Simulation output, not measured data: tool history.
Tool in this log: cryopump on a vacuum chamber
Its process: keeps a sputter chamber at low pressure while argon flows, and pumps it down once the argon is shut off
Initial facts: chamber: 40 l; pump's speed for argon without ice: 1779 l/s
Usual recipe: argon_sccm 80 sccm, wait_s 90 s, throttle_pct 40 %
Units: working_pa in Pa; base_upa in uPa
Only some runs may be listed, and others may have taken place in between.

| run | hour | argon_sccm | wait_s | throttle_pct | working_pa | base_upa |
|---|---|---|---|---|---|---|
| 1 | 0 | 80 | 90 | 40 | 0.2077 | 1.42 |
| 2 | 16 | 80 | 90 | 40 | 0.2084 | 1.44 |
|  | 30.9 | pump warmed up, emptied and cooled again |
| 3 | 32.6 | 80 | 90 | 31 | 0.2476 | 1.32 |
| 4 | 42.1 | 80 | 90 | 31 | 0.2465 | 1.34 |
| 5 | 49.8 | 80 | 90 | 31 | 0.2471 | 1.4 |
| 6 | 62.8 | 80 | 90 | 31 | 0.2472 | 1.38 |
| 7 | 72.3 | 80 | 90 | 52 | 0.148 | 1.35 |
| 8 | 82.8 | 80 | 90 | 40 | 0.192 | 1.37 |
| 9 | 96.6 | 80 | 90 | 40 | 0.1922 | 1.4 |
| 10 | 103.5 | 80 | 90 | 40 | 0.193 | 1.44 |
| 11 | 111.7 | 80 | 90 | 40 | 0.1923 | 1.44 |
| 12 | 127.1 | 80 | 57 | 40 | 0.1937 | 1.97 |
| 13 | 136.8 | 80 | 25 | 34 | 0.227 | 3.83 |
| 14 | 149.1 | 36 | 84 | 32 | 0.1078 | 1.59 |
| 15 | 165.8 | 116 | 45 | 26 | 0.4331 | 2.41 |
| 16 | 180.5 | 116 | 45 | 26 | 0.4322 | 2.38 |
| 17 | 196.8 | 33 | 32 | 40 | 0.0801 | 3.16 |

What does the tool deliver on the next run?
| 18 | 203.9 | 76 | 90 | 25 | ? | ? |

For run 18 the tool returned working_pa 0.2946 Pa, base_upa 1.54 uPa.
With the hidden condition absent and the run-to-run variation left alone, this run would have shown working_pa 0.2899 Pa, base_upa 1.11 uPa.
